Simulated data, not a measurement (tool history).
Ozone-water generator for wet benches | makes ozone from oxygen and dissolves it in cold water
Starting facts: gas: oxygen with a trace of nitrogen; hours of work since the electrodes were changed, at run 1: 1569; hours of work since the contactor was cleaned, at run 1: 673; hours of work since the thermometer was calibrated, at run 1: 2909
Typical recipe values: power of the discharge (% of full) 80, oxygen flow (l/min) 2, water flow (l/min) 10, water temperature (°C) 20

| run | hour | power of the discharge (% of full) | oxygen flow (l/min) | water flow (l/min) | water temperature (°C) | hours of work since the electrodes were changed | hours of work since the contactor was cleaned | hours of work since the thermometer was calibrated | dissolved ozone (ppm) | ozone in the gas ahead of the water (g/m3) |
|---|---|---|---|---|---|---|---|---|---|---|
| 1 | 0 | 80 | 2 | 10 | 20 | 1569 | 673 | 2909 | 24.1 | 281.4 |
| 2 | 87.6 | 80 | 2 | 10 | 20 | 1635 | 739 | 2975 | 23.8 | 278.2 |
| 3 | 177.8 | 80 | 2 | 10 | 20 | 1704 | 807 | 3043 | 23.8 | 276.3 |
| 4 | 304.1 | 80 | 2 | 16 | 20 | 1799 | 903 | 3138 | 14.8 | 275.9 |
| 5 | 438.9 | 80 | 2 | 16 | 20 | 1901 | 1004 | 3240 | 14.7 | 272.7 |
| 6 | 593.5 | 80 | 2 | 10 | 20 | 2018 | 1121 | 3357 | 23.4 | 269.7 |
| 7 | 737.6 | 80 | 2 | 10 | 20 | 2127 | 1230 | 3466 | 23.2 | 270.9 |
| 8 | 829.9 | 72 | 2 | 10 | 20 | 2196 | 1300 | 3536 | 21.6 | 254.2 |
| 9 | 953.6 | 72 | 2 | 10 | 20 | 2290 | 1393 | 3629 | 21.4 | 249.8 |
|  | 970 | contactor cleaned |
| 10 | 1121.5 | 72 | 2 | 10 | 20 | 2413 | 114 | 3753 | 21.1 | 250.4 |
| 11 | 1290.3 | 72 | 2 | 10 | 20 | 2541 | 242 | 3880 | 21.2 | 249.7 |
| 12 | 1424.9 | 80 | 2 | 10 | 22 | 2643 | 344 | 3982 | 21.7 | 262.3 |
|  | 1491.8 | contactor cleaned, once more |
| 13 | 1576.5 | 80 | 2 | 10 | 22 | 2754 | 64 | 4094 | 22 | 262 |
| 14 | 1695.4 | 80 | 2 | 10 | 20 | 2844 | 154 | 4183 | 22.7 | 261.4 |
| 15 | 1822.3 | 80 | 2 | 10 | 20 | 2940 | 250 | 4279 | 22.7 | 260.1 |
| 16 | 1976.1 | 80 | 2 | 10 | 20 | 3056 | 366 | 4395 | 22.4 | 256 |
| 17 | 2118.1 | 80 | 3.02 | 14 | 14 | 3163 | 473 | 4503 | 16.9 | 193.3 |
| 18 | 2300.3 | 80 | 2 | 8 | 20 | 3301 | 611 | 4640 | 26.8 | 256.3 |
| 19 | 2455.6 | 80 | 2 | 8 | 18 | 3418 | 728 | 4758 | 27.5 | 251.6 |
| 20 | 2559.5 | 80 | 1.26 | 12 | 18 | 3497 | 807 | 4836 | 18.6 | 345 |
|  | 2677.2 | water thermometer calibrated |
| 21 | 2723.2 | 80 | 1.27 | 7 | 18 | 3620 | 930 | 35 | 31.8 | 341.1 |
| 22 | 2809.4 | 80 | 1.83 | 10 | 18 | 3685 | 995 | 100 | 22.5 | 265.3 |
| 23 | 2975.4 | 80 | 2 | 7 | 20 | 3811 | 1120 | 225 | 29.4 | 249.3 |
| 24 | 3127.9 | 80 | 2 | 7 | 23 | 3926 | 1236 | 340 | 27.6 | 246.5 |
| 25 | 3299.9 | 45 | 1.17 | 16 | 20 | 4056 | 1366 | 470 | 9.3 | 258.9 |
| 26 | 3431.8 | 45 | 1.17 | 16 | 20 | 4155 | 1465 | 570 | 9.1 | 259.8 |
| 27 | 3546.7 | 45 | 1.17 | 16 | 20 | 4242 | 1552 | 657 | 9 | 258 |
| 28 | 3705.7 | 80 | 1.91 | 9 | 23 | 4362 | 1672 | 777 | 22.1 | 249.5 |
| 29 | 3805.9 | 80 | 1.15 | 10 | 21 | 4438 | 1748 | 853 | 20.4 | 347.9 |
| 30 | 3979.1 | 80 | 1.15 | 10 | 21 | 4569 | 1879 | 983 | 20.3 | 343.3 |
| 31 | 4154.1 | 80 | 1.15 | 10 | 21 | 4701 | 2011 | 1116 | 20.2 | 343 |
| 32 | 4238.9 | 66 | 3.09 | 10 | 20 | 4765 | 2075 | 1180 | 17.3 | 160.4 |

For each entry between runs, how does the tool's hidden state at the last listed run before it compare with that at the first listed run after it?
From run 9 to run 10: contactor cleaned (hour 970)
  yield of the discharge, % of new electrodes': 90.5 -> 90; contactor's efficiency, % of a clean one's: 96.5 -> 94.7
  measured less the result without the state, dissolved ozone (ppm): -2.8 -> -3.1; ozone in the gas ahead of the water (g/m3): -26.9 -> -28.3
From run 12 to run 13: contactor cleaned, once more (hour 1491.8)
  yield of the discharge, % of new electrodes': 89 -> 88.5; contactor's efficiency, % of a clean one's: 94.3 -> 98.7
  measured less the result without the state, dissolved ozone (ppm): -3.7 -> -3.4; ozone in the gas ahead of the water (g/m3): -35 -> -36.9
From run 20 to run 21: water thermometer calibrated (hour 2677.2)
  yield of the discharge, % of new electrodes': 85.5 -> 85; contactor's efficiency, % of a clean one's: 97.4 -> 97.2; true water temperature over the reading, C: 0.27 -> 0.12
  measured less the result without the state, dissolved ozone (ppm): -3.8 -> -6.5; ozone in the gas ahead of the water (g/m3): -63.1 -> -64.9
